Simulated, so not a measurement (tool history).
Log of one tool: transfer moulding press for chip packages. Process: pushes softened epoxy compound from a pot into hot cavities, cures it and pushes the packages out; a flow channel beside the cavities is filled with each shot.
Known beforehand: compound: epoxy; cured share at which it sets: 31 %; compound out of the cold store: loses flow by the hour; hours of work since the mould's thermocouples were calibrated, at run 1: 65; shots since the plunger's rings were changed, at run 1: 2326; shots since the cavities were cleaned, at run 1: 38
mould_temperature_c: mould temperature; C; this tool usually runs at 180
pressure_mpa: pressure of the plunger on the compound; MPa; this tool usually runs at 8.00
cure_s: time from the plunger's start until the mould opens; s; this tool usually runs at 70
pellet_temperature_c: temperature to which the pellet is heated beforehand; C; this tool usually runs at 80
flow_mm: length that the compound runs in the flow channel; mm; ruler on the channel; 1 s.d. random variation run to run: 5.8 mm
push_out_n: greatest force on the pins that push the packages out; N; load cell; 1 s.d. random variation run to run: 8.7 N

run,hour,mould_temperature_c,pressure_mpa,cure_s,pellet_temperature_c,hours of work since the mould's thermocouples were calibrated,shots since the plunger's rings were changed,shots since the cavities were cleaned,incoming compound's hours out of the cold store,flow_mm,push_out_n
1,0.0,180,8.00,70,80,65,2326,38,36.7,841,375
# hour 38.5: cavities cleaned with cleaning compound and waxed
2,55.2,180,8.00,70,80,96,3016,215,21.3,918,389
# hour 76.5: cavities cleaned with cleaning compound and waxed
3,103.8,180,8.00,70,80,124,3621,351,27.3,892,399
# hour 118.7: cavities cleaned with cleaning compound and waxed
4,142.0,180,8.00,70,80,145,4092,299,24.2,895,399
# hour 157.1: cavities cleaned with cleaning compound and waxed
# hour 197.8: cavities cleaned with cleaning compound and waxed
5,229.3,180,8.00,70,80,194,5174,404,47.0,793,376
# hour 237.2: cavities cleaned with cleaning compound and waxed
# hour 273.7: plunger's sealing rings changed
# hour 275.2: cavities cleaned with cleaning compound and waxed
6,303.7,180,8.00,70,80,233,366,366,16.1,944,401
# hour 311.6: cavities cleaned with cleaning compound and waxed
# hour 348.1: cavities cleaned with cleaning compound and waxed
# hour 388.7: cavities cleaned with cleaning compound and waxed
7,388.7,180,8.00,70,74,280,1400,0,38.8,830,383
# hour 427.6: cavities cleaned with cleaning compound and waxed
8,442.4,180,8.00,70,74,310,2071,191,10.5,975,405
# hour 467.3: cavities cleaned with cleaning compound and waxed
# hour 505.4: cavities cleaned with cleaning compound and waxed
9,506.6,180,8.00,70,80,345,2856,15,37.8,846,387
# hour 522.2: mould's thermocouples calibrated
# hour 544.4: cavities cleaned with cleaning compound and waxed
10,567.7,180,8.00,70,80,25,3596,299,31.6,868,385
# hour 581.6: cavities cleaned with cleaning compound and waxed
# hour 619.3: cavities cleaned with cleaning compound and waxed
11,619.3,180,8.00,70,80,54,4220,0,10.9,971,403
# hour 655.8: cavities cleaned with cleaning compound and waxed
# hour 695.2: cavities cleaned with cleaning compound and waxed
12,704.9,180,8.00,65,80,101,5281,125,26.6,887,444
# hour 734.6: cavities cleaned with cleaning compound and waxed
# hour 745.0: plunger's sealing rings changed
13,755.5,180,8.00,65,80,128,135,236,29.4,873,438
# hour 775.3: cavities cleaned with cleaning compound and waxed
# hour 815.2: cavities cleaned with cleaning compound and waxed
14,843.1,179,8.00,90,80,177,1222,359,17.6,937,326
# hour 853.7: cavities cleaned with cleaning compound and waxed
# hour 892.6: cavities cleaned with cleaning compound and waxed
15,893.6,176,9.99,51,80,204,1831,12,36.9,961,954
# hour 928.1: cavities cleaned with cleaning compound and waxed
16,951.7,176,8.00,57,80,237,2559,304,31.3,878,725
# hour 967.3: cavities cleaned with cleaning compound and waxed
# hour 1005.9: cavities cleaned with cleaning compound and waxed
17,1039.4,176,8.00,57,80,286,3647,431,47.5,812,684
# hour 1044.7: cavities cleaned with cleaning compound and waxed
# hour 1082.2: cavities cleaned with cleaning compound and waxed
18,1106.0,173,8.00,83,85,323,4463,305,18.1,954,432
# hour 1118.0: cavities cleaned with cleaning compound and waxed
# hour 1154.4: cavities cleaned with cleaning compound and waxed
# hour 1163.7: mould's thermocouples calibrated
19,1165.0,173,8.00,83,85,1,5156,110,20.3,932,407
# hour 1194.5: cavities cleaned with cleaning compound and waxed
# hour 1212.4: plunger's sealing rings changed
# hour 1234.7: cavities cleaned with cleaning compound and waxed
20,1256.3,179,9.96,109,85,50,545,277,25.5,1002,324
# hour 1271.5: cavities cleaned with cleaning compound and waxed
# hour 1307.4: cavities cleaned with cleaning compound and waxed
21,1307.4,179,9.96,109,85,78,1162,0,35.3,950,320
# hour 1348.8: cavities cleaned with cleaning compound and waxed
22,1382.6,179,9.96,109,85,121,2110,435,18.7,1039,335
# hour 1388.5: cavities cleaned with cleaning compound and waxed
# hour 1427.6: cavities cleaned with cleaning compound and waxed
23,1449.6,180,6.45,70,71,158,2931,283,28.2,783,388
# hour 1469.7: cavities cleaned with cleaning compound and waxed
# hour 1510.6: cavities cleaned with cleaning compound and waxed
24,1511.7,180,6.45,70,71,192,3690,13,12.6,852,409

Below are 3 alternative next runs, each starting from the tool's condition after run 24. Predict each:
# hour 1547.8: cavities cleaned with cleaning compound and waxed
A,1553.9,180,7.07,68,74,215,4213,78,38.3,?,?
# hour 1547.8: cavities cleaned with cleaning compound and waxed
B,1553.9,180,8.77,91,80,215,4213,78,14.0,?,?
# hour 1547.8: cavities cleaned with cleaning compound and waxed
C,1553.9,180,9.52,68,71,215,4213,78,9.4,?,?

run,flow_mm,push_out_n
A,789,404
B,990,332
C,1062,422
Without the tool's hidden state the same runs would have given:
run,flow_mm,push_out_n
A,791,402
B,994,330
C,1066,420
